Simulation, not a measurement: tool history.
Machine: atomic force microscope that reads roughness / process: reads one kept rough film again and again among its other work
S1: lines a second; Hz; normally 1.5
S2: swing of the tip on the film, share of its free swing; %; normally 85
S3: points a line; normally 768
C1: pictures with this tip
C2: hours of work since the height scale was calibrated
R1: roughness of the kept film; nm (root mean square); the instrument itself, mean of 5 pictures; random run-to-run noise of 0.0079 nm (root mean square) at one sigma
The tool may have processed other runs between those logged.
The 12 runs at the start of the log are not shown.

Run 13, hour 628.2: usual settings; C1 213; C2 1335. Result: R1 1.711 nm (root mean square).
Run 14, hour 682.6: usual settings but S2 56 %; C1 293; C2 1376. Result: R1 1.894 nm (root mean square).
At hour 713.7: new tip fitted.
Run 15, hour 734.3: usual settings but S2 56 %; C1 31; C2 1414. Result: R1 1.909 nm (root mean square).
Run 16, hour 777.4: usual settings but S2 56 %; C1 94; C2 1446. Result: R1 1.911 nm (root mean square).
Run 17, hour 837.9: usual settings but S2 56 %; C1 183; C2 1492. Result: R1 1.905 nm (root mean square).
Run 18, hour 922.6: usual settings but S1 2.15 Hz, S2 78 %, S3 617; C1 308; C2 1556. Result: R1 1.689 nm (root mean square).
At hour 929.7: height scale calibrated on a step standard.
At hour 942.5: new tip fitted.
Run 19, hour 1005.7: usual settings but S1 2.15 Hz, S2 74 %, S3 636; C1 93; C2 57. Result: R1 1.741 nm (root mean square).
Run 20, hour 1048.8: usual settings but S1 2.15 Hz, S2 61 %, S3 636; C1 156; C2 89. Result: R1 1.841 nm (root mean square).
Run 21, hour 1095.1: usual settings but S1 2.79 Hz, S2 63 %, S3 458; C1 224; C2 124. Result: R1 1.804 nm (root mean square).
Run 22, hour 1139.5: usual settings but S1 3.48 Hz, S2 58 %, S3 936; C1 290; C2 157. Result: R1 1.816 nm (root mean square).
At hour 1168: new tip fitted.
Run 23, hour 1179.6: usual settings but S1 0.53 Hz, S2 75 %; C1 17; C2 187. Result: R1 1.896 nm (root mean square).
Run 24, hour 1257.5: usual settings but S1 0.53 Hz, S2 75 %; C1 131; C2 246. Result: R1 1.897 nm (root mean square).
Run 25, hour 1303.8: usual settings but S1 0.53 Hz, S2 75 %; C1 200; C2 280. Result: R1 1.891 nm (root mean square).
Run 26, hour 1340: usual settings but S1 1.65 Hz, S2 78 %; C1 253; C2 308. Result: R1 1.748 nm (root mean square).
At hour 1394: new tip fitted.
Run 27, hour 1399.5: usual settings but S1 0.97 Hz, S2 60 %, S3 466; C1 9; C2 352. Result: R1 1.894 nm (root mean square).
Run 28, hour 1475.5: usual settings but S1 1.98 Hz, S2 80 %; C1 120; C2 409. Result: R1 1.685 nm (root mean square).
Run 29, hour 1529.4: usual settings but S1 1.78 Hz, S2 80 %; C1 200; C2 450. Result: R1 1.721 nm (root mean square).
Run 30, hour 1593.1: usual settings but S1 0.65 Hz, S3 657; C1 293; C2 497. Result: R1 1.824 nm (root mean square).
At hour 1622.9: new tip fitted.
Run 31, hour 1636: usual settings but S1 1.35 Hz, S3 1023; C1 19; C2 529. Result: R1 1.725 nm (root mean square).
Run 32, hour 1696.4: usual settings but S1 0.77 Hz, S2 79 %; C1 108; C2 575. Result: R1 1.853 nm (root mean square).
Run 33, hour 1774: usual settings but S2 61 %; C1 222; C2 633. Result: R1 1.897 nm (root mean square).

Here are 5 independent what-if runs from the current tool condition. What would each one return?
Run A, hour 1833.1: usual settings but S1 0.97 Hz; C1 309; C2 677. Result: R1 ?.
Run B, hour 1833.1: usual settings but S1 2.02 Hz, S2 61 %, S3 559; C1 309; C2 677. Result: R1 ?.
Run C, hour 1833.1: usual settings but S1 0.59 Hz, S2 61 %; C1 309; C2 677. Result: R1 ?.
Run D, hour 1833.1: usual settings but S2 76 %; C1 309; C2 677. Result: R1 ?.
Run E, hour 1833.1: usual settings but S1 2.59 Hz, S3 546; C1 309; C2 677. Result: R1 ?.

run     R1
  A   1.78
  B   1.85
  C  1.916
  D  1.777
  E   1.57
Without the tool's hidden state the same runs would have given:
run     R1
  A  1.783
  B  1.853
  C  1.919
  D   1.78
  E  1.572

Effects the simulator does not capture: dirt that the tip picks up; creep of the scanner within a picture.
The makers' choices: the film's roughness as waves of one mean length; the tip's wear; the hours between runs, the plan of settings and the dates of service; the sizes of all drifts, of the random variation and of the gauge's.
